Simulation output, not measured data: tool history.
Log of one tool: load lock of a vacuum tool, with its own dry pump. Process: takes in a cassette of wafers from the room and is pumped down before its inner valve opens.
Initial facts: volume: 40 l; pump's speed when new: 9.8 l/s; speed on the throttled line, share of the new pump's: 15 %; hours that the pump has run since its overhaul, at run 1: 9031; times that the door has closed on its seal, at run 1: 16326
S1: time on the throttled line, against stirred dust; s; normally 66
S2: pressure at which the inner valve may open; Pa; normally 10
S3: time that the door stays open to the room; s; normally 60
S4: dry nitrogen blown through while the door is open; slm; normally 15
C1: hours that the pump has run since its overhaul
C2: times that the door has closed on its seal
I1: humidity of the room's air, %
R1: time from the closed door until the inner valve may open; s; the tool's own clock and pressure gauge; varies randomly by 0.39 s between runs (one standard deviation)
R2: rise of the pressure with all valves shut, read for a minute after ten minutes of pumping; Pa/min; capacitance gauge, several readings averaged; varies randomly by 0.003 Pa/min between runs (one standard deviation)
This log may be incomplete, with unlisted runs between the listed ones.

run 1 day=0 | S1=66 S2=10 S3=60 S4=15 | C1=9031 C2=16326 | I1=40.4 | R1=93.9 R2=0.045
run 2 day=6.404 | S1=66 S2=10 S3=60 S4=15 | C1=9185 C2=16554 | I1=45.8 | R1=93.7 R2=0.049
run 3 day=19.362 | S1=66 S2=10 S3=60 S4=15 | C1=9496 C2=17014 | I1=46.4 | R1=94.2 R2=0.048
run 4 day=27.554 | S1=66 S2=10 S3=60 S4=15 | C1=9692 C2=17306 | I1=40.8 | R1=94.2 R2=0.046
run 5 day=39.812 | S1=66 S2=10 S3=60 S4=15 | C1=9987 C2=17741 | I1=45.8 | R1=94 R2=0.047
run 6 day=45.929 | S1=66 S2=10 S3=60 S4=15 | C1=10133 C2=17959 | I1=42.6 | R1=93.5 R2=0.039
run 7 day=54.921 | S1=66 S2=10 S3=79 S4=15 | C1=10349 C2=18278 | I1=46.6 | R1=93.5 R2=0.055
run 8 day=66.658 | S1=66 S2=10 S3=79 S4=15 | C1=10631 C2=18696 | I1=44.5 | R1=93.8 R2=0.053
run 9 day=72.738 | S1=66 S2=10 S3=45 S4=15 | C1=10777 C2=18912 | I1=47.6 | R1=94.3 R2=0.041
run 10 day=79.538 | S1=66 S2=10 S3=45 S4=9 | C1=10940 C2=19153 | I1=43 | R1=94.4 R2=0.051
run 11 day=85.258 | S1=66 S2=10 S3=60 S4=15 | C1=11077 C2=19357 | I1=44.5 | R1=94.2 R2=0.047
run 12 day=99.075 | S1=66 S2=10 S3=60 S4=15 | C1=11409 C2=19848 | I1=42.2 | R1=94.1 R2=0.045
run 13 day=105.442 | S1=66 S2=10 S3=60 S4=15 | C1=11562 C2=20074 | I1=44 | R1=93.6 R2=0.043
run 14 day=114.4 | S1=66 S2=10 S3=60 S4=15 | C1=11777 C2=20392 | I1=47.5 | R1=94.4 R2=0.049
run 15 day=127.388 | S1=66 S2=8 S3=52 S4=6 | C1=12088 C2=20854 | I1=43.2 | R1=95.5 R2=0.058
run 16 day=140.962 | S1=103 S2=18 S3=31 S4=7 | C1=12414 C2=21337 | I1=43.1 | R1=122.8 R2=0.038
run 17 day=148.625 | S1=66 S2=17 S3=68 S4=5 | C1=12598 C2=21609 | I1=42.7 | R1=91.6 R2=0.061
run 18 day=159.238 | S1=108 S2=17 S3=63 S4=5 | C1=12853 C2=21986 | I1=44.1 | R1=128 R2=0.069
run 19 day=166.283 | S1=39 S2=10 S3=192 S4=20 | C1=13022 C2=22236 | I1=43.2 | R1=71.1 R2=0.067
run 20 day=175.742 | S1=43 S2=10 S3=80 S4=15 | C1=13249 C2=22573 | I1=43.1 | R1=74.6 R2=0.05
run 21 day=182.008 | S1=111 S2=10 S3=229 S4=14 | C1=13399 C2=22795 | I1=46.2 | R1=132.6 R2=0.096
run 22 day=189.654 | S1=55 S2=7 S3=229 S4=12 | C1=13583 C2=23067 | I1=43.1 | R1=86.1 R2=0.094
run 23 day=195.538 | S1=66 S2=14 S3=60 S4=15 | C1=13724 C2=23276 | I1=44.4 | R1=92.4 R2=0.048
run 24 day=202.175 | S1=105 S2=9 S3=31 S4=16 | C1=13883 C2=23512 | I1=44.3 | R1=128.8 R2=0.035
run 25 day=212.504 | S1=66 S2=18 S3=30 S4=6 | C1=14131 C2=23879 | I1=46.6 | R1=91.8 R2=0.05

Here are 3 independent what-if runs from the current tool condition. What would each one return?
-- day=213.988 dry pump taken out, an overhauled one fitted
run A day=222.8 | S1=66 S2=10 S3=189 S4=15 | C1=211 C2=24236 | I1=43.8 | R1=? R2=?
-- day=213.988 dry pump taken out, an overhauled one fitted
run B day=222.8 | S1=66 S2=10 S3=60 S4=18 | C1=211 C2=24236 | I1=44.5 | R1=? R2=?
-- day=213.988 dry pump taken out, an overhauled one fitted
run C day=222.8 | S1=62 S2=10 S3=216 S4=9 | C1=211 C2=24236 | I1=45.6 | R1=? R2=?

run=A R1=93.5 R2=0.082
run=B R1=94.4 R2=0.04
run=C R1=91.3 R2=0.11
Had the tool no hidden state, the same runs would have come out as:
run=A R1=93.5 R2=0.081
run=B R1=94.4 R2=0.04
run=C R1=91.3 R2=0.11
